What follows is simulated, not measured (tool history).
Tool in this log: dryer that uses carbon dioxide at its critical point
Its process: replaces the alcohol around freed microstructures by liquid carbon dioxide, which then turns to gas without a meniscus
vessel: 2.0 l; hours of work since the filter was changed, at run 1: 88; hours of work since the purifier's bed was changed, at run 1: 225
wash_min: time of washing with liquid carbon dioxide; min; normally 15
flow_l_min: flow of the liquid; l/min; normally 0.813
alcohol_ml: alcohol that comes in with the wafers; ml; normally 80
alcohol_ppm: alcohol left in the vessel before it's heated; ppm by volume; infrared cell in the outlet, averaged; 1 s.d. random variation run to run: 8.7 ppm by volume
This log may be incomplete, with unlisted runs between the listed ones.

run    day  wash_min  flow_l_min  alcohol_ml  hours of work since the filter was changed  hours of work since the purifier's bed was changed  alcohol_ppm
  1      0        15       0.813          80                                          88                                                 225          566
  2  0.504        15       0.813          80                                          94                                                 231          585
  3  0.938         9       0.813          80                                          99                                                 236         3084
  4  1.404        22       0.813          80                                         104                                                 241          122
  5  1.838        22       0.813          80                                         109                                                 246          129
  6  2.542        22       0.531          80                                         117                                                 254          817
  7  2.979        15       0.583          80                                         122                                                 259         2073
  8  3.658        15       0.583          80                                         130                                                 266         2108
  9  4.492        15       0.583          80                                         139                                                 276         2086
 10  5.458        15       0.583          80                                         150                                                 287         2151
 11   6.35        17       0.521          80                                         160                                                 297         2138
 12  6.942        21         0.6          97                                         167                                                 304          735

The next listed run, before its measurement:
 13  7.429        11       0.679          80                                         173                                                 309            ?

{"run 13": {"alcohol_ppm": 3147}}
Were there no unlogged condition in the tool, this run, its random variation unchanged, would have produced alcohol_ppm 2715 ppm by volume.
